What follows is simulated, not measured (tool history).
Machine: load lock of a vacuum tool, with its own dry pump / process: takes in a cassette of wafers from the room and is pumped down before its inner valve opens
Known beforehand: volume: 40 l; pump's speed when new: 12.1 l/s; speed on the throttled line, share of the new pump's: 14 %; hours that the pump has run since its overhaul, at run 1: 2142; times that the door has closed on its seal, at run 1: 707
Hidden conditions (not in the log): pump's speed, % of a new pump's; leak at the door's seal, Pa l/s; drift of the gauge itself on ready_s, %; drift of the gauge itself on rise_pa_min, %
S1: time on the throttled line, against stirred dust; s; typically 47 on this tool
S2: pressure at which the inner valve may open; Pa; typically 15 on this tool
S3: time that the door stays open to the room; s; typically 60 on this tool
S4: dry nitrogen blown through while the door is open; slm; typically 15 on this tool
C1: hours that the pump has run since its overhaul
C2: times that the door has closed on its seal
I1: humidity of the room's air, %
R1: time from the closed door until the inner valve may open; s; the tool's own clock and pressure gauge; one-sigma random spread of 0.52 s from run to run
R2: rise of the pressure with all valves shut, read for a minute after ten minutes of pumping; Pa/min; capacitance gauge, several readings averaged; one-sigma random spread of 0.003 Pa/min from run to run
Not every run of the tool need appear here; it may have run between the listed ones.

run,hour,S1,S2,S3,S4,C1,C2,I1,R1,R2
1,0,47,15,60,15,2142,707,45.8,70.6,0.046
2,63.9,84,15,60,15,2206,788,43.9,102.3,0.042
3,130.7,47,13,60,15,2272,873,47.1,70.4,0.046
4,235.4,47,15,60,15,2377,1006,42.7,70.3,0.049
5,331.7,47,15,60,15,2473,1128,45.9,70.1,0.044
6,396,47,15,60,15,2538,1210,43.3,70.5,0.046
7,463.1,47,15,60,15,2605,1295,42.7,70.9,0.042
8,523.5,47,15,60,14,2665,1372,47.9,71.1,0.051
9,574.5,47,15,60,14,2716,1437,44.1,70.5,0.045
10,646.6,66,15,94,15,2788,1528,41.9,87.9,0.063
11,704.5,66,15,94,15,2846,1602,43.6,88,0.062
12,766,30,18,158,25,2908,1680,44.4,56,0.079
13,841,64,15,109,41,2983,1775,43.9,87.1,0.049
14,910.5,64,15,109,41,3052,1863,43.6,85.1,0.048

Predict each of these 3 candidate next runs independently; none follows another, all start after run 14:
A,970.8,47,24,60,15,3112,1940,47.3,?,?
B,970.8,43,15,195,15,3112,1940,46.2,?,?
C,970.8,31,15,209,41,3112,1940,44.3,?,?

run,R1,R2
A,69.6,0.052
B,67,0.12
C,57.8,0.082
With the hidden condition removed and each run's random variation left untouched, the same runs would have given:
run,R1,R2
A,68.4,0.046
B,65.8,0.114
C,56.4,0.076
